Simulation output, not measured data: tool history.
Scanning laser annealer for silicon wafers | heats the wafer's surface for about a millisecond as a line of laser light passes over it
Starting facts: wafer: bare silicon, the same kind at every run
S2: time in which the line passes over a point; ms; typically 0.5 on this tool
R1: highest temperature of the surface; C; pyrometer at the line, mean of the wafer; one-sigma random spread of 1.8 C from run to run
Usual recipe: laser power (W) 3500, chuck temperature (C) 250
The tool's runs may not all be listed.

Run 1, hour 0: usual settings. Result: R1 1070 C.
Run 2, hour 10: usual settings. Result: R1 1071 C.
Run 3, hour 29.4: usual settings. Result: R1 1066 C.
Run 4, hour 40.4: usual settings. Result: R1 1068 C.
Run 5, hour 48.6: usual settings. Result: R1 1068 C.
Run 6, hour 57.8: usual settings. Result: R1 1070 C.
Run 7, hour 69.5: usual settings. Result: R1 1064 C.
Run 8, hour 86.9: usual settings. Result: R1 1065 C.
Run 9, hour 95.2: usual settings. Result: R1 1065 C.
Run 10, hour 107.2: usual settings. Result: R1 1064 C.
Run 11, hour 116.8: usual settings. Result: R1 1067 C.
At hour 123: optics aligned, line set to its width.
Run 12, hour 132: usual settings. Result: R1 1063 C.
Run 13, hour 145.3: usual settings but laser power (W) 3433. Result: R1 1049 C.
Run 14, hour 154: usual settings but laser power (W) 3495. Result: R1 1064 C.
Run 15, hour 165.8: usual settings but laser power (W) 3495. Result: R1 1062 C.
Run 16, hour 178: usual settings but laser power (W) 3213, S2 0.36 ms, chuck temperature (C) 289. Result: R1 915 C.
Run 17, hour 190.2: usual settings but S2 0.354 ms, chuck temperature (C) 287. Result: R1 976 C.
At hour 203.3: optics aligned, line set to its width, once more.
Run 18, hour 209.4: usual settings but S2 0.354 ms, chuck temperature (C) 287. Result: R1 983 C.
Run 19, hour 217.9: usual settings but S2 0.354 ms, chuck temperature (C) 287. Result: R1 981 C.
Run 20, hour 237.1: usual settings but laser power (W) 3057, S2 0.354 ms, chuck temperature (C) 287. Result: R1 881 C.
Run 21, hour 255.5: usual settings but laser power (W) 3057, S2 0.354 ms, chuck temperature (C) 287. Result: R1 882 C.
Run 22, hour 265.6: usual settings but laser power (W) 3057, S2 0.354 ms, chuck temperature (C) 287. Result: R1 880 C.
Run 23, hour 283.3: usual settings but laser power (W) 3057, S2 0.354 ms, chuck temperature (C) 287. Result: R1 882 C.
Run 24, hour 300: usual settings but S2 0.42 ms. Result: R1 999 C.
Run 25, hour 319.6: usual settings but laser power (W) 3251, S2 0.609 ms, chuck temperature (C) 224. Result: R1 1048 C.
Run 26, hour 334.2: usual settings but laser power (W) 3251, S2 0.609 ms, chuck temperature (C) 224. Result: R1 1045 C.
Run 27, hour 349.3: usual settings but laser power (W) 3038, S2 0.396 ms, chuck temperature (C) 252. Result: R1 871 C.
Run 28, hour 366.6: usual settings but laser power (W) 3038, S2 0.493 ms, chuck temperature (C) 252. Result: R1 939 C.
Run 29, hour 376.6: usual settings but laser power (W) 3038, S2 0.493 ms, chuck temperature (C) 252. Result: R1 940 C.
Run 30, hour 394.3: usual settings but laser power (W) 3038, S2 0.493 ms, chuck temperature (C) 252. Result: R1 941 C.

Each row is a separate what-if for the run after 30, all from the same tool condition, not one after another. Results?
Run A, hour 407.2: usual settings but laser power (W) 2991, chuck temperature (C) 260. Result: R1 ?.
Run B, hour 407.2: usual settings but laser power (W) 3131, S2 0.407 ms, chuck temperature (C) 252. Result: R1 ?.
Run C, hour 407.2: usual settings but laser power (W) 3814, S2 0.391 ms, chuck temperature (C) 270. Result: R1 ?.
Run D, hour 407.2: usual settings but laser power (W) 3092, S2 0.447 ms, chuck temperature (C) 227. Result: R1 ?.

run    R1
  A   941
  B   900
  C  1063
  D   894
Take away the tool's hidden state, keep each run's random variation, and the runs would have read:
run    R1
  A   957
  B   915
  C  1082
  D   910
